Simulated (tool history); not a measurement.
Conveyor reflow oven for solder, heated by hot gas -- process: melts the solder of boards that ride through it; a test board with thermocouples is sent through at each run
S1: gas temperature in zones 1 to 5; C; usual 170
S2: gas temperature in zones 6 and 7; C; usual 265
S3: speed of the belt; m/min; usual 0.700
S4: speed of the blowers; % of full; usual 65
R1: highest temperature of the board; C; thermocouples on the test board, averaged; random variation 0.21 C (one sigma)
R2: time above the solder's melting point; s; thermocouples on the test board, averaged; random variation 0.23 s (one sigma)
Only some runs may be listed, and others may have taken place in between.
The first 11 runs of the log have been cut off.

run	hour	S1	S2	S3	S4	R1	R2
12	730.0	170	265	0.700	65	242.6	41.1
13	778.8	159	265	0.700	65	240.0	35.4
# hour 789.7: belt drive overhauled, speed set with a stopwatch
14	828.8	159	265	0.700	65	239.8	35.9
15	889.1	159	265	0.700	65	239.5	35.4
16	941.9	159	265	0.700	65	239.2	35.2
17	984.5	162	261	0.700	68	238.1	34.4
# hour 1029.5: flux residue cleaned out of gas plates and filters
18	1032.1	162	261	0.700	68	240.7	38.1
19	1118.3	162	260	0.615	68	243.9	48.3
20	1166.3	162	260	0.615	68	244.0	48.6
21	1223.5	162	260	0.615	68	244.4	48.1
# hour 1232.4: belt drive overhauled, speed set with a stopwatch, once more
22	1295.4	162	260	0.615	68	243.1	46.2
23	1364.4	162	260	0.615	68	243.1	46.2
24	1417.0	162	269	0.615	68	250.6	52.8
25	1480.4	162	265	0.812	65	233.8	24.6
26	1559.6	182	262	0.700	65	243.8	45.3
# hour 1590.4: flux residue cleaned out of gas plates and filters
27	1606.1	182	260	0.700	55	241.2	43.3
28	1679.3	185	265	0.700	65	248.8	51.5
29	1732.3	185	265	0.700	65	248.8	51.4
# hour 1738.7: thermocouples of zones 6 and 7 changed
30	1775.2	185	265	0.700	65	246.0	49.3

4 ways to go on from here, each from the tool as it stands after run 30. What would each give?
A	1821.9	170	274	0.700	65	?	?
B	1821.9	185	265	0.693	65	?	?
C	1821.9	170	278	0.700	59	?	?
D	1821.9	185	262	0.824	65	?	?

run	R1	R2
A	250.0	47.2
B	246.1	50.3
C	250.8	47.7
D	237.8	33.2
Stripped of hidden state, with their random variation kept, the same runs would have yielded:
run	R1	R2
A	250.8	47.8
B	246.7	50.8
C	251.6	48.2
D	238.6	34.1

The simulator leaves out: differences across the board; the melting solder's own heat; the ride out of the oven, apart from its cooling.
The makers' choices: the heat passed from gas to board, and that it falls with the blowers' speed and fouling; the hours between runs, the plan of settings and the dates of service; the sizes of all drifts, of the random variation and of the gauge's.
